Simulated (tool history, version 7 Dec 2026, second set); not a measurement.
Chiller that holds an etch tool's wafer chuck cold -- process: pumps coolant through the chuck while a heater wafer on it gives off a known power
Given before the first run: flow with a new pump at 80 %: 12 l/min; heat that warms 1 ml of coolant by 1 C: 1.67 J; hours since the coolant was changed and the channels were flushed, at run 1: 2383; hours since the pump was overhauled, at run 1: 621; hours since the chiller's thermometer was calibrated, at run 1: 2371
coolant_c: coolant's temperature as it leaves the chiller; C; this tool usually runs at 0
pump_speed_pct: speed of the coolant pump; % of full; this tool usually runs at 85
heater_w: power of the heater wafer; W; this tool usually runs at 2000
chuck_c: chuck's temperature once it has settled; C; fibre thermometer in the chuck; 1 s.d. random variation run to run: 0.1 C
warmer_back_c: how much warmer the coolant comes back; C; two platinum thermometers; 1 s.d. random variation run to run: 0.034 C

run	hour	coolant_c	pump_speed_pct	heater_w	hours since the coolant was changed and the channels were flushed	hours since the pump was overhauled	hours since the chiller's thermometer was calibrated	chuck_c	warmer_back_c
1	0	0	85	2000	2383	621	2371	12.9	5.73
2	35	0	85	2146	2418	656	2406	14	6.16
3	54.8	0	85	2146	2438	676	2426	13.9	6.16
4	90.2	-1	85	2000	2473	711	2461	12.1	5.73
5	106.4	0	85	2000	2490	728	2477	12.9	5.7
6	124	-3	74	1033	2507	745	2495	4.5	3.41
# hour 132: coolant pump overhauled
7	154.3	-3	74	1033	2533	22	2520	4.5	3.42
# hour 187.6: coolant pump overhauled, once more
8	190.4	4	84	2329	2564	3	2551	19.2	6.8
9	216.6	2	60	1952	2590	29	2578	18.7	7.82
10	236.1	5	75	2615	2609	49	2597	23.8	8.42

Predict each of these 5 candidate next runs independently; none follows another, all start after run 10:
A	251.6	6	75	1647	2625	64	2613	?	?
B	251.6	7	78	1295	2625	64	2613	?	?
C	251.6	-7	69	2626	2625	64	2613	?	?
D	251.6	10	85	2000	2625	64	2613	?	?
E	251.6	9	95	1912	2625	64	2613	?	?

run	chuck_c	warmer_back_c
A	17.9	5.3
B	16	3.97
C	13.3	9.11
D	23	5.73
E	20.5	4.92
Without the tool's unlogged condition, the same runs would have read:
run	chuck_c	warmer_back_c
A	17.3	5.23
B	15.6	3.91
C	12.1	8.99
D	22.3	5.65
E	19.9	4.85

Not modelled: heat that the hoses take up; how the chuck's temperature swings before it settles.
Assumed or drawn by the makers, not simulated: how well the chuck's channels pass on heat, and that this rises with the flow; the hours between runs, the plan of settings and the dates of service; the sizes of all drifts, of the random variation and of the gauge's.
